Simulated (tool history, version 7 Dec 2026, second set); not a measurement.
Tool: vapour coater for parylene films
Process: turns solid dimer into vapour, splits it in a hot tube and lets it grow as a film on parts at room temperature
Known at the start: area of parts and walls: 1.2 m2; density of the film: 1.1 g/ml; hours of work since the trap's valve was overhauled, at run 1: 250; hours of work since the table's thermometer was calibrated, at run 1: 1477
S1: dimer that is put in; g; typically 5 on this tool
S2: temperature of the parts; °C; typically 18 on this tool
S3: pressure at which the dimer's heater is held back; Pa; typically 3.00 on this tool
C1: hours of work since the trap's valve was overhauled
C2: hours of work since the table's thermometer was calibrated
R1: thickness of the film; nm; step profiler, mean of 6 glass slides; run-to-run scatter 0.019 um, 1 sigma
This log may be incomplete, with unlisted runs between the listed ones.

run	hour	S1	S2	S3	C1	C2	R1
1	0.0	5	18	3.00	250	1477	2920
# hour 44.5: trap's valve overhauled
2	72.1	5	18	3.00	25	1537	3200
3	111.8	5	18	3.00	60	1572	3180
4	159.9	5	18	3.00	102	1615	3150
5	209.2	5	18	3.00	146	1659	3070
6	280.6	5	18	3.00	209	1722	3020
7	350.6	5	18	3.00	271	1784	2950
# hour 371.0: trap's valve overhauled
8	410.3	5	18	8.33	35	1833	2500
9	474.2	5	18	8.33	91	1890	2460
10	532.6	5	18	3.00	143	1942	3070
11	577.6	5	18	3.00	183	1982	3020
# hour 619.3: table's thermometer calibrated
12	642.2	5	14	3.00	240	20	3200
# hour 702.2: trap's valve overhauled
13	726.2	5	14	3.00	21	91	3450
14	779.4	5	14	3.00	68	138	3400
15	821.3	3	18	3.00	106	176	1950
16	880.0	3	18	3.00	158	228	1840
17	919.7	6	14	4.65	193	263	3540
# hour 978.2: table's thermometer calibrated, once more
18	981.9	6	29	4.97	247	3	2600
# hour 1031.3: trap's valve overhauled
19	1064.3	3	14	3.58	29	73	1950
20	1115.8	2	26	8.70	75	118	890
21	1158.5	5	19	9.82	113	156	2310
22	1192.6	5	19	9.82	143	187	2310
23	1253.4	5	22	5.36	197	240	2440
24	1294.2	5	22	5.36	233	277	2430
# hour 1357.5: trap's valve overhauled
25	1368.6	4	24	3.37	10	339	2270
26	1421.0	4	24	3.37	56	385	2260
27	1464.5	3	26	2.06	95	424	1790
28	1537.0	6	14	2.71	159	488	3900
29	1583.9	7	23	9.49	201	530	2950

Pick out some run-to-run changes in R1. Of each, how much would a tool without hidden state show as well, from the settings, what came in and chance, and how much is left for the hidden state and any gauge scatter not in both results compared?
Hidden state present: vapour lost through the trap's worn valve, %; true temperature of the parts over the reading, C; drift of the gauge itself on film_um, %.
Run 1 -> 2: trap's valve overhauled. R1 +280 nm: hidden state +300, all else -20.
Run 12 -> 13: trap's valve overhauled. R1 +250 nm: hidden state +260, all else -10.
Run 16 -> 17: S1 3 -> 6, S2 18 -> 14, S3 3.00 -> 4.65. R1 +1700 nm: hidden state -90, all else +1790.
Run 27 -> 28: S1 3 -> 6, S2 26 -> 14, S3 2.06 -> 2.71. R1 +2110 nm: hidden state -160, all else +2270.

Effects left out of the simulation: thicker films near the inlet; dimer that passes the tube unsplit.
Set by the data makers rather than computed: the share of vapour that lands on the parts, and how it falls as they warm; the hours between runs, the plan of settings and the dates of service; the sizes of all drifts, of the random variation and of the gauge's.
